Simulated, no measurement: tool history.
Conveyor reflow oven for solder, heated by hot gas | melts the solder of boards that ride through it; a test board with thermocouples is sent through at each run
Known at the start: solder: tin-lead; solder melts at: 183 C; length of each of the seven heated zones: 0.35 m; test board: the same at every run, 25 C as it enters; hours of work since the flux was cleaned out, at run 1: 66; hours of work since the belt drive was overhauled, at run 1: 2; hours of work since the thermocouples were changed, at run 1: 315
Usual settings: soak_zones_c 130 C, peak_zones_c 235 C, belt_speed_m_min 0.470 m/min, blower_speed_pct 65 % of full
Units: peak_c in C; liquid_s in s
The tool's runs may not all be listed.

run,hour,soak_zones_c,peak_zones_c,belt_speed_m_min,blower_speed_pct,hours of work since the flux was cleaned out,hours of work since the belt drive was overhauled,hours of work since the thermocouples were changed,peak_c,liquid_s
1,0.0,130,235,0.470,65,66,2,315,219.5,67.1
2,6.4,130,235,0.470,65,70,5,318,221.4,67.4
3,13.9,130,235,0.470,65,75,10,323,219.7,67.3
4,23.7,130,235,0.470,65,80,16,329,220.3,67.1
5,35.5,130,235,0.470,65,87,23,336,220.5,67.2
6,49.3,130,235,0.470,65,96,31,344,220.5,67.4
7,57.6,130,235,0.470,65,101,36,349,219.9,67.2
8,70.5,130,235,0.470,65,108,44,357,220.3,67.6
9,77.8,130,235,0.470,65,113,48,361,220.0,67.6
10,87.0,130,235,0.470,65,118,53,366,220.1,67.7
11,98.8,130,235,0.470,65,125,60,373,219.9,67.4
12,106.3,130,235,0.470,65,130,65,378,220.5,67.4
13,118.1,130,235,0.470,65,137,72,385,220.1,67.4
14,125.1,130,235,0.470,65,141,76,389,218.8,67.2
15,133.7,130,235,0.470,65,146,81,394,219.4,67.2
16,143.6,130,235,0.470,65,152,87,400,219.6,67.2
# hour 149.9: flux residue cleaned out of gas plates and filters
17,162.0,130,235,0.470,65,7,95,408,219.9,67.0
18,174.7,129,238,0.470,65,15,103,416,221.6,68.7
# hour 184.9: flux residue cleaned out of gas plates and filters, once more
19,188.0,127,238,0.470,72,2,108,421,224.9,70.4
20,195.7,127,238,0.470,72,6,112,425,224.4,69.9
21,203.4,127,243,0.550,72,11,117,430,223.6,59.1
22,212.4,140,243,0.550,72,16,122,435,225.4,63.7
23,225.4,140,230,0.550,85,24,130,443,216.5,57.7
24,233.5,125,233,0.499,85,29,135,448,221.1,62.9
25,241.9,127,244,0.442,73,34,140,453,230.8,80.4
26,252.5,127,244,0.442,73,40,146,459,231.2,79.6
27,261.9,127,244,0.442,73,46,152,465,230.6,79.3
28,274.9,127,244,0.442,73,54,159,472,231.5,79.0
29,284.5,127,244,0.442,73,59,165,478,231.3,79.7
30,292.3,127,244,0.442,73,64,170,483,230.7,78.9
31,299.8,127,244,0.442,73,68,174,487,231.0,80.3

Hidden state or all else? Some run-to-run changes of peak_c, split into what the settings, what came in and random variation would give without the hidden state, and what is left for the hidden state (with any gauge scatter that isn't in both results):
The hidden state here: heat that the gas passes to the board, % of a clean oven's; belt's true speed, % of the reading; true gas temperature in zones 6 and 7 over the reading, C; drift of the gauge itself on peak_c, C; drift of the gauge itself on liquid_s, %.
Run 1 -> 2: no setting changed, nothing entered. peak_c +1.9 C: hidden state -0.1, all else +2.0.
Run 16 -> 17: flux residue cleaned out of gas plates and filters. peak_c +0.3 C: hidden state -0.3, all else +0.6.
Run 18 -> 19: soak_zones_c 129 -> 127, blower_speed_pct 65 -> 72, flux residue cleaned out of gas plates and filters, once more. peak_c +3.3 C: hidden state +1.0, all else +2.3.
Run 22 -> 23: peak_zones_c 243 -> 230, blower_speed_pct 72 -> 85. peak_c -8.9 C: hidden state -0.1, all else -8.8.
Run 23 -> 24: soak_zones_c 140 -> 125, peak_zones_c 230 -> 233, belt_speed_m_min 0.550 -> 0.499. peak_c +4.6 C: hidden state -0.1, all else +4.7.
Run 24 -> 25: soak_zones_c 125 -> 127, peak_zones_c 233 -> 244, belt_speed_m_min 0.499 -> 0.442, blower_speed_pct 85 -> 73. peak_c +9.7 C: hidden state +0.0, all else +9.7.
